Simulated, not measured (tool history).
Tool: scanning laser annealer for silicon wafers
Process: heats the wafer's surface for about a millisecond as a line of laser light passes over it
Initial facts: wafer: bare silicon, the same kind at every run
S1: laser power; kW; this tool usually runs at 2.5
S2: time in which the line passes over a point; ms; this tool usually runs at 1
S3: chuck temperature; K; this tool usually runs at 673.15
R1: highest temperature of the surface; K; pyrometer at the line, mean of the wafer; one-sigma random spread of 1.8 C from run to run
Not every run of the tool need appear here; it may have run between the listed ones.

run    day     S1    S2      S3       R1
  1      0    2.5     1  673.15  1391.15
  2  0.379    2.5     1  673.15  1392.15
  3  0.575    2.5     1  673.15  1391.15
  4  0.892    2.5     1  673.15  1390.15
  5  1.262    2.5     1  673.15  1392.15
  6  1.658    2.5     1  673.15  1390.15
  7      2    2.5     1  681.15  1400.15
  8  2.308    2.5     1  681.15  1394.15
  9  2.608    2.5     1  681.15  1396.15
 10  3.054    2.5  0.78  673.15  1317.15
     3.208  -- laser's power meter calibrated
 11  3.388    2.5  0.78  673.15  1311.15
 12  3.742    2.5  0.78  673.15  1309.15
 13  4.004  2.728  0.82  642.15  1366.15
 14  4.462  2.728  0.82  642.15  1363.15
 15  4.888  2.313  0.89  678.15  1294.15
 16  5.262  2.223  0.77  644.15  1198.15
     5.717  -- laser's power meter calibrated, once more
 17   5.85  2.133  1.03  665.15  1267.15
 18  6.279  2.133  1.05  665.15  1274.15
     6.758  -- window over the wafer cleaned
 19  6.825  2.133  1.05  665.15  1285.15
 20  7.188  2.133  0.75  647.15  1179.15
 21  7.404  2.494  0.95  647.15  1356.15
 22  7.771  2.697  0.95  699.15  1470.15

What if the next run were any one of these 5? Each begins from the tool's condition after run 22:
  A  8.129  2.568     1  680.15   ?
  B  8.129  2.312  1.11  666.15   ?
  C  8.129  2.697  0.95  671.15   ?
  D  8.129  2.191  1.11  687.15   ?
  E  8.129    2.5  0.78  673.15   ?

run       R1
  A  1427.15
  B  1363.15
  C  1446.15
  D  1340.15
  E  1320.15
With the hidden condition removed and each run's random variation left untouched, the same runs would have given:
run       R1
  A  1452.15
  B  1385.15
  C  1471.15
  D  1361.15
  E  1341.15

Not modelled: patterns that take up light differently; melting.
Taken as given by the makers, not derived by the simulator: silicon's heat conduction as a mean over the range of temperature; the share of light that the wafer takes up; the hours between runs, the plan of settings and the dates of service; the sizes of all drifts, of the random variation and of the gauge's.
